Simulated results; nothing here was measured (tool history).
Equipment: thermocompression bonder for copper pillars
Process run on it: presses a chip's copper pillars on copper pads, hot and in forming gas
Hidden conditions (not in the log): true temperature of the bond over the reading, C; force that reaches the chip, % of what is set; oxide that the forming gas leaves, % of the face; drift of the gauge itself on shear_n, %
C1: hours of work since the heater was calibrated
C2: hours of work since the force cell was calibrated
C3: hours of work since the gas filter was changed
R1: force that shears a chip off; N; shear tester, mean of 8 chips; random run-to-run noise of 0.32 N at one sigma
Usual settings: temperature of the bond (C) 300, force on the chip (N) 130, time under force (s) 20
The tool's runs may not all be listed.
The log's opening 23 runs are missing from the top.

{"run": 24, "hour": 165.0, "temperature of the bond (C)": 296, "force on the chip (N)": 112, "time under force (s)": 49, "C1": 361, "C2": 607, "C3": 103, "R1": 97.1}
{"run": 25, "hour": 174.7, "temperature of the bond (C)": 296, "force on the chip (N)": 112, "time under force (s)": 49, "C1": 369, "C2": 614, "C3": 110, "R1": 96.9}
{"run": 26, "hour": 183.8, "temperature of the bond (C)": 296, "force on the chip (N)": 112, "time under force (s)": 49, "C1": 375, "C2": 621, "C3": 117, "R1": 96.8}
{"run": 27, "hour": 189.7, "temperature of the bond (C)": 296, "force on the chip (N)": 112, "time under force (s)": 36, "C1": 380, "C2": 626, "C3": 121, "R1": 88.4}
{"run": 28, "hour": 197.2, "temperature of the bond (C)": 322, "force on the chip (N)": 130, "time under force (s)": 20, "C1": 385, "C2": 631, "C3": 127, "R1": 103.1}
{"run": 29, "hour": 202.1, "temperature of the bond (C)": 273, "force on the chip (N)": 151, "time under force (s)": 31, "C1": 389, "C2": 635, "C3": 130, "R1": 71.9}
{"run": 30, "hour": 210.4, "temperature of the bond (C)": 295, "force on the chip (N)": 132, "time under force (s)": 14, "C1": 395, "C2": 641, "C3": 136, "R1": 69.7}
{"run": 31, "hour": 217.2, "temperature of the bond (C)": 295, "force on the chip (N)": 132, "time under force (s)": 14, "C1": 400, "C2": 646, "C3": 141, "R1": 70}
{"run": 32, "hour": 227.2, "temperature of the bond (C)": 295, "force on the chip (N)": 132, "time under force (s)": 14, "C1": 407, "C2": 653, "C3": 149, "R1": 70}
{"run": 33, "hour": 234.1, "temperature of the bond (C)": 295, "force on the chip (N)": 132, "time under force (s)": 14, "C1": 413, "C2": 658, "C3": 154, "R1": 69.6}
{"run": 34, "hour": 243.9, "temperature of the bond (C)": 295, "force on the chip (N)": 132, "time under force (s)": 14, "C1": 420, "C2": 666, "C3": 161, "R1": 69.5}
{"run": 35, "hour": 248.2, "temperature of the bond (C)": 326, "force on the chip (N)": 185, "time under force (s)": 20, "C1": 423, "C2": 669, "C3": 164, "R1": 114.4}
{"run": 36, "hour": 252.8, "temperature of the bond (C)": 298, "force on the chip (N)": 94, "time under force (s)": 12, "C1": 426, "C2": 672, "C3": 168, "R1": 57.8}
{"run": 37, "hour": 261.0, "temperature of the bond (C)": 319, "force on the chip (N)": 130, "time under force (s)": 43, "C1": 432, "C2": 678, "C3": 174, "R1": 113.9}

Branching from run 37: 4 alternative next runs. What would each branch give?
{"run": "A", "hour": 270.5, "temperature of the bond (C)": 319, "force on the chip (N)": 176, "time under force (s)": 20, "C1": 439, "C2": 685, "C3": 181, "R1": "?"}
{"run": "B", "hour": 270.5, "temperature of the bond (C)": 329, "force on the chip (N)": 180, "time under force (s)": 42, "C1": 439, "C2": 685, "C3": 181, "R1": "?"}
{"run": "C", "hour": 270.5, "temperature of the bond (C)": 285, "force on the chip (N)": 130, "time under force (s)": 20, "C1": 439, "C2": 685, "C3": 181, "R1": "?"}
{"run": "D", "hour": 270.5, "temperature of the bond (C)": 319, "force on the chip (N)": 84, "time under force (s)": 43, "C1": 439, "C2": 685, "C3": 181, "R1": "?"}

run=A R1=107.4
run=B R1=124.6
run=C R1=67.3
run=D R1=102
Without the tool's unlogged condition, the same runs would have read:
run=A R1=110.8
run=B R1=131.7
run=C R1=66.9
run=D R1=104.6
